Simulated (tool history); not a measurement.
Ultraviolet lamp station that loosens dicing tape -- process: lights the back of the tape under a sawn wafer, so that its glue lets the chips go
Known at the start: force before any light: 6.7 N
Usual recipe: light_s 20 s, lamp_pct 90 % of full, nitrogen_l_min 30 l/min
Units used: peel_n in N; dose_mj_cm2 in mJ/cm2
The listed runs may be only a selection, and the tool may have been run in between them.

| run | day | light_s | lamp_pct | nitrogen_l_min | peel_n | dose_mj_cm2 |
|---|---|---|---|---|---|---|
| 1 | 0.000 | 20 | 90 | 30 | 0.249 | 251 |
| 2 | 2.158 | 20 | 90 | 31 | 0.250 | 249 |
| 3 | 4.383 | 20 | 90 | 31 | 0.237 | 251 |
| 4 | 5.688 | 20 | 90 | 30 | 0.241 | 252 |
| 5 | 7.662 | 20 | 90 | 59 | 0.206 | 254 |
| 6 | 9.950 | 20 | 90 | 10 | 0.497 | 248 |
| 7 | 11.612 | 20 | 90 | 10 | 0.507 | 250 |
| 8 | 12.738 | 20 | 90 | 10 | 0.540 | 249 |
| 9 | 13.867 | 20 | 90 | 10 | 0.487 | 251 |
| 10 | 15.192 | 20 | 90 | 10 | 0.502 | 251 |
| 11 | 16.642 | 20 | 90 | 10 | 0.509 | 249 |
| 12 | 18.033 | 20 | 90 | 10 | 0.510 | 252 |
| 13 | 19.779 | 20 | 90 | 30 | 0.235 | 247 |
| 14 | 21.967 | 20 | 90 | 30 | 0.247 | 249 |
| 15 | 23.017 | 20 | 90 | 30 | 0.243 | 251 |
| 16 | 24.921 | 20 | 90 | 30 | 0.246 | 250 |
| 17 | 26.067 | 20 | 90 | 30 | 0.244 | 247 |
| 18 | 27.842 | 20 | 90 | 30 | 0.248 | 247 |
| 19 | 28.992 | 16 | 90 | 30 | 0.324 | 200 |
| 20 | 31.042 | 16 | 90 | 30 | 0.342 | 204 |
| 21 | 33.025 | 16 | 90 | 30 | 0.344 | 197 |
| 22 | 34.675 | 16 | 90 | 30 | 0.317 | 200 |
| 23 | 36.238 | 12 | 90 | 19 | 0.759 | 152 |
| 24 | 38.112 | 39 | 94 | 46 | 0.195 | 517 |
| 25 | 39.662 | 39 | 90 | 10 | 0.211 | 490 |
| 26 | 41.558 | 15 | 90 | 32 | 0.351 | 189 |
| 27 | 43.625 | 16 | 94 | 30 | 0.317 | 211 |
| 28 | 44.708 | 16 | 94 | 30 | 0.314 | 210 |
| 29 | 46.562 | 16 | 95 | 58 | 0.237 | 210 |
| 30 | 48.804 | 22 | 90 | 43 | 0.214 | 275 |
| 31 | 50.504 | 22 | 90 | 25 | 0.244 | 277 |
| 32 | 52.358 | 20 | 81 | 19 | 0.386 | 226 |
| 33 | 54.296 | 20 | 81 | 19 | 0.377 | 228 |
| 34 | 56.704 | 20 | 91 | 10 | 0.498 | 253 |
| 35 | 58.008 | 20 | 81 | 35 | 0.250 | 226 |
| 36 | 60.400 | 21 | 81 | 53 | 0.203 | 239 |
| 37 | 61.408 | 27 | 63 | 12 | 0.505 | 237 |
| 38 | 63.792 | 17 | 82 | 23 | 0.408 | 193 |
| 39 | 65.467 | 12 | 61 | 23 | 1.332 | 104 |
| 40 | 67.150 | 17 | 71 | 42 | 0.349 | 169 |
| 41 | 69.508 | 17 | 71 | 42 | 0.347 | 166 |
| 42 | 70.621 | 20 | 67 | 14 | 0.690 | 187 |
| 43 | 72.129 | 20 | 67 | 14 | 0.693 | 183 |

Between the runs listed above, the log contained 4 entries, not reproduced here. Where in the sequence does each belong, and how does what the log doesn't record of the tool's condition differ from the listed run before to the listed run after?
After run 3, before run 4: window cleaned of glue's vapour (day 5.267)
  light that the window lets through, % of a clean one's: 99.9 -> 100
After run 20, before run 21: window cleaned of glue's vapour (day 32.033)
  light that the window lets through, % of a clean one's: 99.9 -> 100
After run 35, before run 36: window cleaned of glue's vapour (day 58.792)
  light that the window lets through, % of a clean one's: 99.9 -> 100
After run 37, before run 38: lamp changed (day 62.121)
  lamp's light, % of a new lamp's: 99.8 -> 100

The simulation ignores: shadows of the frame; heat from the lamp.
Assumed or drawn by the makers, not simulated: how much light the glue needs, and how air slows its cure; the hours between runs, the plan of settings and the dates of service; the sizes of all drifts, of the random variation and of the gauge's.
